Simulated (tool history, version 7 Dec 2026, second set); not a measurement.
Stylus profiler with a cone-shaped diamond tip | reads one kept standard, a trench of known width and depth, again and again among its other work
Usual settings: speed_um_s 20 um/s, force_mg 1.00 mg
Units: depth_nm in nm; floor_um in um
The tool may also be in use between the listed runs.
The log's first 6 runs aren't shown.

run,hour,speed_um_s,force_mg,scans with this tip,hours of work since the height scale was calibrated,depth_nm,floor_um
7,562.3,20,1.00,11379,798,1000.30,10.61
8,618.7,20,1.00,11718,822,1000.37,10.54
# hour 647.7: new tip fitted, height scale calibrated
9,712.2,20,1.00,387,27,1003.84,13.81
10,798.5,21,1.00,907,64,1003.92,13.57
11,920.7,21,1.00,1642,115,1003.84,13.36
12,993.7,21,0.63,2081,146,1002.68,13.11
13,1083.8,21,0.63,2623,184,1002.47,12.95
14,1156.7,21,0.63,3062,215,1002.53,12.84
15,1216.7,20,1.00,3422,240,1003.28,12.77
16,1301.3,20,1.00,3931,276,1002.70,12.59
17,1408.8,20,1.00,4578,321,1002.87,12.37
# hour 1417.2: height scale calibrated on a step standard
18,1496.0,20,1.00,5100,33,1002.23,12.25
19,1613.5,20,1.00,5807,83,1002.56,12.05
20,1682.3,49,1.00,6220,112,1002.10,11.68
21,1762.1,49,1.00,6700,146,1002.33,11.53
22,1877.2,49,1.00,7393,194,1001.85,11.31
# hour 1951.7: height scale calibrated on a step standard, once more
23,1951.7,49,1.00,7838,0,1003.76,11.22
24,2040.1,49,1.00,8370,37,1003.06,11.09
25,2148.9,49,2.13,9024,83,1005.53,11.04
26,2263.9,31,0.83,9716,132,1002.37,10.88
27,2327.8,31,0.83,10100,159,1002.97,10.75
28,2394.6,11,0.46,10503,187,1001.21,10.77

The next listed run, before its measurement:
29,2452.4,35,0.50,10850,211,?,?

{"run 29": {"depth_nm": 1001.33, "floor_um": 10.42}}
Without the tool's hidden state the same run would have given depth_nm 1002.37 nm, floor_um 13.54 um.
